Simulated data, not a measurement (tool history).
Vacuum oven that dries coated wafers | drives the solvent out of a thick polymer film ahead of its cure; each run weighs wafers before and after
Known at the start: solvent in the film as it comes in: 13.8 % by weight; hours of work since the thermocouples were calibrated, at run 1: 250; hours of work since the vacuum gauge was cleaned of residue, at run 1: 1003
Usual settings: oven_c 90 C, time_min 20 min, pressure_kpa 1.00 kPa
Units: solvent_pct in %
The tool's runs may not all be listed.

| run | hour | oven_c | time_min | pressure_kpa | hours of work since the thermocouples were calibrated | hours of work since the vacuum gauge was cleaned of residue | solvent_pct |
|---|---|---|---|---|---|---|---|
| 1 | 0.0 | 90 | 20 | 1.00 | 250 | 1003 | 1.95 |
|  | 20.1 | vacuum gauge cleaned of residue and calibrated |
| 2 | 48.0 | 90 | 33 | 1.00 | 273 | 13 | 0.85 |
| 3 | 81.7 | 90 | 33 | 1.00 | 289 | 30 | 0.90 |
| 4 | 109.0 | 83 | 20 | 1.00 | 302 | 43 | 3.87 |
| 5 | 145.4 | 90 | 20 | 1.00 | 320 | 61 | 1.90 |
| 6 | 207.8 | 90 | 20 | 1.41 | 350 | 91 | 2.13 |
| 7 | 265.0 | 90 | 11 | 1.41 | 378 | 118 | 4.17 |
| 8 | 305.2 | 90 | 11 | 1.41 | 397 | 138 | 4.16 |
| 9 | 352.2 | 90 | 11 | 1.41 | 420 | 161 | 4.24 |
| 10 | 416.1 | 90 | 11 | 1.41 | 451 | 192 | 4.21 |
| 11 | 450.6 | 90 | 20 | 1.37 | 467 | 208 | 2.11 |
| 12 | 500.0 | 90 | 20 | 1.37 | 491 | 232 | 1.98 |
| 13 | 531.4 | 90 | 11 | 0.93 | 506 | 247 | 4.09 |
| 14 | 585.8 | 100 | 14 | 2.19 | 533 | 274 | 1.29 |

The next listed run, before its measurement:
| 15 | 613.4 | 100 | 14 | 2.19 | 546 | 287 | ? |

{"run 15": {"solvent_pct": 1.34}}
Without the tool's hidden state the same run would have given solvent_pct 1.36 %.

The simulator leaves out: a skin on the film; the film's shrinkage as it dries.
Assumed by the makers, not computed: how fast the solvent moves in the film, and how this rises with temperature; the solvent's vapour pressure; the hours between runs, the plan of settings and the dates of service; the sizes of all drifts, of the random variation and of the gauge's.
